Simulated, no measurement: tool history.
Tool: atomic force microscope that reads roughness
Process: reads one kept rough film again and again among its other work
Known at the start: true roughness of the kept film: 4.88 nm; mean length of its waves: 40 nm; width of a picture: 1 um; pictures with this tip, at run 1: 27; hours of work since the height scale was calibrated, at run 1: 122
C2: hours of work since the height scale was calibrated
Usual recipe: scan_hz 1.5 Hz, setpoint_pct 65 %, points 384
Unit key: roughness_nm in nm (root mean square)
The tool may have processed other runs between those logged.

{"run": 1, "hour": 0.0, "scan_hz": 1.5, "setpoint_pct": 65, "points": 384, "pictures with this tip": 27, "C2": 122, "roughness_nm": 3.703}
{"run": 2, "hour": 4.3, "scan_hz": 0.63, "setpoint_pct": 65, "points": 384, "pictures with this tip": 34, "C2": 124, "roughness_nm": 3.703}
{"run": 3, "hour": 10.9, "scan_hz": 0.63, "setpoint_pct": 65, "points": 384, "pictures with this tip": 44, "C2": 128, "roughness_nm": 3.552}
{"run": 4, "hour": 16.8, "scan_hz": 0.63, "setpoint_pct": 65, "points": 384, "pictures with this tip": 54, "C2": 131, "roughness_nm": 3.402}
{"hour": 22.0, "done": "new tip fitted"}
{"run": 5, "hour": 24.3, "scan_hz": 0.63, "setpoint_pct": 65, "points": 384, "pictures with this tip": 4, "C2": 135, "roughness_nm": 4.299}
{"run": 6, "hour": 29.4, "scan_hz": 0.63, "setpoint_pct": 65, "points": 384, "pictures with this tip": 12, "C2": 138, "roughness_nm": 4.102}
{"run": 7, "hour": 36.2, "scan_hz": 1.5, "setpoint_pct": 65, "points": 384, "pictures with this tip": 22, "C2": 142, "roughness_nm": 3.871}
{"run": 8, "hour": 41.8, "scan_hz": 1.5, "setpoint_pct": 65, "points": 843, "pictures with this tip": 31, "C2": 145, "roughness_nm": 3.687}
{"run": 9, "hour": 46.7, "scan_hz": 1.5, "setpoint_pct": 65, "points": 843, "pictures with this tip": 39, "C2": 148, "roughness_nm": 3.566}
{"run": 10, "hour": 51.1, "scan_hz": 1.5, "setpoint_pct": 65, "points": 384, "pictures with this tip": 46, "C2": 150, "roughness_nm": 3.45}
{"run": 11, "hour": 55.5, "scan_hz": 1.5, "setpoint_pct": 65, "points": 751, "pictures with this tip": 53, "C2": 153, "roughness_nm": 3.379}
{"hour": 61.2, "done": "new tip fitted"}
{"run": 12, "hour": 65.6, "scan_hz": 1.5, "setpoint_pct": 65, "points": 751, "pictures with this tip": 7, "C2": 158, "roughness_nm": 4.12}
{"run": 13, "hour": 71.8, "scan_hz": 1.1, "setpoint_pct": 71, "points": 381, "pictures with this tip": 16, "C2": 162, "roughness_nm": 3.886}
{"run": 14, "hour": 78.9, "scan_hz": 1.23, "setpoint_pct": 65, "points": 303, "pictures with this tip": 28, "C2": 166, "roughness_nm": 3.751}
{"run": 15, "hour": 88.4, "scan_hz": 1.23, "setpoint_pct": 65, "points": 303, "pictures with this tip": 43, "C2": 171, "roughness_nm": 3.538}
{"run": 16, "hour": 97.9, "scan_hz": 0.8, "setpoint_pct": 83, "points": 354, "pictures with this tip": 57, "C2": 176, "roughness_nm": 3.267}
{"hour": 99.7, "done": "height scale calibrated on a step standard"}
{"hour": 101.5, "done": "new tip fitted"}
{"run": 17, "hour": 109.0, "scan_hz": 1.73, "setpoint_pct": 73, "points": 354, "pictures with this tip": 12, "C2": 5, "roughness_nm": 3.897}
{"run": 18, "hour": 118.1, "scan_hz": 1.33, "setpoint_pct": 66, "points": 294, "pictures with this tip": 26, "C2": 10, "roughness_nm": 3.806}
{"run": 19, "hour": 123.6, "scan_hz": 0.59, "setpoint_pct": 58, "points": 433, "pictures with this tip": 34, "C2": 13, "roughness_nm": 3.75}
{"run": 20, "hour": 130.7, "scan_hz": 0.92, "setpoint_pct": 59, "points": 614, "pictures with this tip": 46, "C2": 17, "roughness_nm": 3.546}
{"run": 21, "hour": 138.0, "scan_hz": 0.92, "setpoint_pct": 59, "points": 614, "pictures with this tip": 57, "C2": 21, "roughness_nm": 3.42}
{"hour": 141.0, "done": "new tip fitted"}
{"hour": 147.4, "done": "height scale calibrated on a step standard, once more"}
{"run": 22, "hour": 147.8, "scan_hz": 0.7, "setpoint_pct": 82, "points": 614, "pictures with this tip": 9, "C2": 0, "roughness_nm": 4.053}
{"run": 23, "hour": 154.9, "scan_hz": 0.7, "setpoint_pct": 82, "points": 614, "pictures with this tip": 20, "C2": 4, "roughness_nm": 3.892}
{"run": 24, "hour": 163.7, "scan_hz": 1.5, "setpoint_pct": 85, "points": 353, "pictures with this tip": 34, "C2": 9, "roughness_nm": 3.342}

Predict each of these 5 candidate next runs independently; none follows another, all start after run 24:
{"run": "A", "hour": 169.0, "scan_hz": 1.5, "setpoint_pct": 65, "points": 384, "pictures with this tip": 42, "C2": 12, "roughness_nm": "?"}
{"run": "B", "hour": 169.0, "scan_hz": 2.3, "setpoint_pct": 65, "points": 506, "pictures with this tip": 42, "C2": 12, "roughness_nm": "?"}
{"run": "C", "hour": 169.0, "scan_hz": 0.56, "setpoint_pct": 89, "points": 325, "pictures with this tip": 42, "C2": 12, "roughness_nm": "?"}
{"run": "D", "hour": 169.0, "scan_hz": 1.5, "setpoint_pct": 59, "points": 422, "pictures with this tip": 42, "C2": 12, "roughness_nm": "?"}
{"run": "E", "hour": 169.0, "scan_hz": 0.51, "setpoint_pct": 68, "points": 283, "pictures with this tip": 42, "C2": 12, "roughness_nm": "?"}

run=A roughness_nm=3.531
run=B roughness_nm=3.45
run=C roughness_nm=3.463
run=D roughness_nm=3.603
run=E roughness_nm=3.625
With the hidden condition removed and each run's random variation left untouched, the same runs would have given:
run=A roughness_nm=4.267
run=B roughness_nm=4.17
run=C roughness_nm=4.185
run=D roughness_nm=4.354
run=E roughness_nm=4.381
